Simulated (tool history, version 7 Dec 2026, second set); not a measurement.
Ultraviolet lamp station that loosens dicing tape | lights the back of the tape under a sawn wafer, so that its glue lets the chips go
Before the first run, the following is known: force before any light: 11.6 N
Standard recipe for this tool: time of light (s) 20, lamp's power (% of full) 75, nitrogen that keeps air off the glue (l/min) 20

run    hour  time of light (s)  lamp's power (% of full)  nitrogen that keeps air off the glue (l/min)  force that peels the tape off (N)  light that reached the tape (J/m2)
  1     0.0                 20                        75                                            20                              2.211                                3460
  2    55.3                 20                        75                                            20                              2.278                                3400
  3   100.0                 20                        75                                            20                              2.258                                3380
  4   128.7                 20                        75                                            20                              2.335                                3300
  5   174.6                 20                        63                                            20                              2.915                                2760
  6   228.7                 20                        75                                            20                              2.468                                3230
  7   255.3                 28                        75                                            20                              1.351                                4520
  8   294.2                 28                        75                                            20                              1.404                                4480
      308.3  -- window cleaned of glue's vapour
  9   342.7                 28                        75                                            20                              1.151                                4900
 10   372.7                 28                        75                                            20                              1.175                                4850
 11   417.6                 28                        75                                            20                              1.209                                4770
 12   480.0                 20                        75                                            20                              2.309                                3320
 13   533.2                 20                        75                                            13                              2.767                                3290
 14   584.2                 20                        75                                            13                              2.839                                3260
 15   616.2                 20                        75                                            20                              2.340                                3170
 16   671.5                 20                        75                                            20                              2.520                                3180
 17   734.7                 20                        75                                            20                              2.552                                3110
 18   786.5                 20                       100                                            20                              1.588                                4170
 19   849.5                 20                       100                                            20                              1.650                                4080
 20   901.1                 20                       100                                            20                              1.718                                4010
 21   939.0                 20                       100                                            20                              1.717                                4000
 22   990.1                 38                        80                                            14                              0.866                                5940
 23  1052.7                 38                        80                                            14                              0.938                                5810
     1082.7  -- lamp changed
 24  1089.4                 14                        96                                            28                              1.301                                4220
 25  1133.1                 14                        96                                            28                              1.311                                4180
 26  1177.9                 14                        76                                            28                              2.072                                3230

Predict the results of run 27:
 27  1218.1                 14                        76                                            28                                  ?                                   ?

{"run 27": {"force that peels the tape off (N)": 2.131, "light that reached the tape (J/m2)": 3240}}
Without the tool's hidden state the same run would have given force that peels the tape off (N) 1.761, light that reached the tape (J/m2) 3610.
